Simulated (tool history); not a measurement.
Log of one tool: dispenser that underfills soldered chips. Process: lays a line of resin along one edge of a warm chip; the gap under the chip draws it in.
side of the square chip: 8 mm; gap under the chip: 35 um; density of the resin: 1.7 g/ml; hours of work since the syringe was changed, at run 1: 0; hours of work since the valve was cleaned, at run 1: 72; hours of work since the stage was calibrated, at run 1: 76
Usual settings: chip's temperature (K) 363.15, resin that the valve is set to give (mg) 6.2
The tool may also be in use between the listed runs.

run   hour  chip's temperature (K)  resin that the valve is set to give (mg)  hours of work since the syringe was changed  hours of work since the valve was cleaned  hours of work since the stage was calibrated  time until the resin shows at the far edge (s)  resin that the valve gave (mg)
  1      0                  363.15                                       6.2                                            0                                         72                                            76                                            23.3                            5.93
  2    4.4                  363.15                                       6.2                                            3                                         74                                            79                                            27.4                             5.9
  3    7.2                  363.15                                       6.2                                            5                                         76                                            80                                            30.6                            5.88
      11.7  -- new syringe of resin
  4   12.2                  375.15                                       6.2                                            0                                         79                                            83                                            13.3                            5.86
  5   16.1                  352.15                                       6.2                                            3                                         81                                            86                                            46.6                            5.93
  6   19.2                  363.15                                       6.2                                            5                                         83                                            88                                            30.9                             5.9
        24  -- new syringe of resin
  7   24.1                  363.15                                       6.2                                            0                                         86                                            91                                              23                            5.82
  8   26.5                  371.15                                       6.2                                            2                                         88                                            92                                            17.5                            5.82
  9   29.6                  371.15                                       6.2                                            3                                         90                                            94                                            19.5                            5.84
 10   33.1                  363.15                                      7.88                                            6                                         92                                            96                                            32.4                            7.44
      36.5  -- new syringe of resin
 11   37.8                  363.15                                      7.88                                            1                                         95                                            99                                            23.5                            7.43
 12   41.6                  363.15                                      7.88                                            3                                         97                                           101                                            27.2                            7.43
 13   44.5                  361.15                                      7.88                                            5                                         99                                           103                                            33.3                            7.33
      49.2  -- new syringe of resin
 14     50                  361.15                                      7.88                                            1                                        102                                           107                                            25.7                            7.39
 15   52.7                  361.15                                      7.88                                            2                                        104                                           108                                            28.8                            7.36
 16   55.2                  361.15                                      7.88                                            4                                        105                                           110                                            31.4                            7.33
 17   58.4                  361.15                                      5.41                                            6                                        107                                           112                                            38.5                            5.04
      61.6  -- new syringe of resin
 18   61.6                  363.15                                      5.99                                            0                                        109                                           114                                            22.7                             5.6
 19   65.3                  363.15                                      5.99                                            2                                        111                                           116                                            26.7                            5.49
 20   69.8                  363.15                                      6.83                                            5                                        114                                           119                                            31.8                            6.37
 21   72.3                  363.15                                      6.83                                            7                                        116                                           120                                            35.4                            6.26
      74.1  -- new syringe of resin
 22   77.4                  351.15                                      5.61                                            2                                        119                                           123                                            48.4                            5.19
 23   81.5                  357.15                                      7.26                                            5                                        121                                           126                                            41.8                            6.63
 24   85.5                  368.15                                       6.2                                            7                                        124                                           128                                            28.8                            5.68
      86.6  -- new syringe of resin
 25   88.4                  368.15                                       6.2                                            1                                        126                                           130                                            19.7                            5.72
 26   93.6                  353.15                                      5.55                                            4                                        129                                           133                                            53.3                            5.12
 27     96                  376.15                                      6.31                                            6                                        130                                           135                                            18.8                            5.69
      98.9  -- new syringe of resin
 28  100.8                  369.15                                       6.2                                            1                                        133                                           138                                            18.6                            5.69
 29  104.1                  369.15                                       6.2                                            3                                        135                                           140                                            21.7                            5.61
 30  106.3                  360.15                                      7.25                                            5                                        137                                           141                                            36.4                            6.57
 31  108.5                  362.15                                      6.48                                            6                                        138                                           142                                            35.4                            5.91
     111.2  -- new syringe of resin
 32  113.1                  374.15                                      7.09                                            1                                        141                                           145                                            14.6                            6.47
 33  116.2                  378.15                                      6.95                                            3                                        143                                           147                                            13.5                            6.37
     122.4  -- dispensing valve cleaned and set on the balance
 34  122.5                  370.15                                      8.02                                            6                                          0                                           150                                              25                            7.99
     124.7  -- new syringe of resin
 35  126.9                  360.15                                      7.04                                            1                                          3                                           153                                            29.1                               7
 36  130.5                  359.15                                      7.17                                            4                                          5                                           155                                            35.5                             7.2
 37  132.7                  359.15                                      7.17                                            5                                          6                                           157                                            38.9                            7.18

The same runs without the tool's hidden state, with the same run-to-run variation:
The hidden state here: resin's viscosity, % of fresh resin's; dose that the valve gives, % of what is set; true chip temperature over the reading, C; drift of the gauge itself on fill_s, %; drift of the gauge itself on given_mg, %.
run  time until the resin shows at the far edge (s)  resin that the valve gave (mg)
  1                                            22.2                            6.21
  2                                            21.8                             6.2
  3                                            21.6                            6.18
  4                                            12.6                            6.17
  5                                            37.5                            6.25
  6                                              22                            6.23
  7                                            21.9                            6.16
  8                                            15.1                            6.17
  9                                            14.9                             6.2
 10                                            21.3                            7.91
 11                                            21.7                            7.92
 12                                            21.5                            7.92
 13                                            23.4                            7.84
 14                                            23.8                            7.92
 15                                            23.9                             7.9
 16                                            23.5                            7.87
 17                                            24.8                            5.42
 18                                            21.7                            6.03
 19                                            21.9                            5.93
 20                                              22                            6.88
 21                                            22.1                            6.78
 22                                            39.3                            5.63
 23                                            29.1                             7.2
 24                                            16.9                            6.19
 25                                            17.1                            6.23
 26                                            36.9                            5.59
 27                                              12                            6.23
 28                                              16                            6.23
 29                                            16.3                            6.17
 30                                            25.3                            7.22
 31                                            22.2                             6.5
 32                                            12.7                            7.13
 33                                            10.3                            7.02
 34                                            15.6                               8
 35                                            25.1                            7.02
 36                                            26.2                            7.23
 37                                            26.3                            7.22
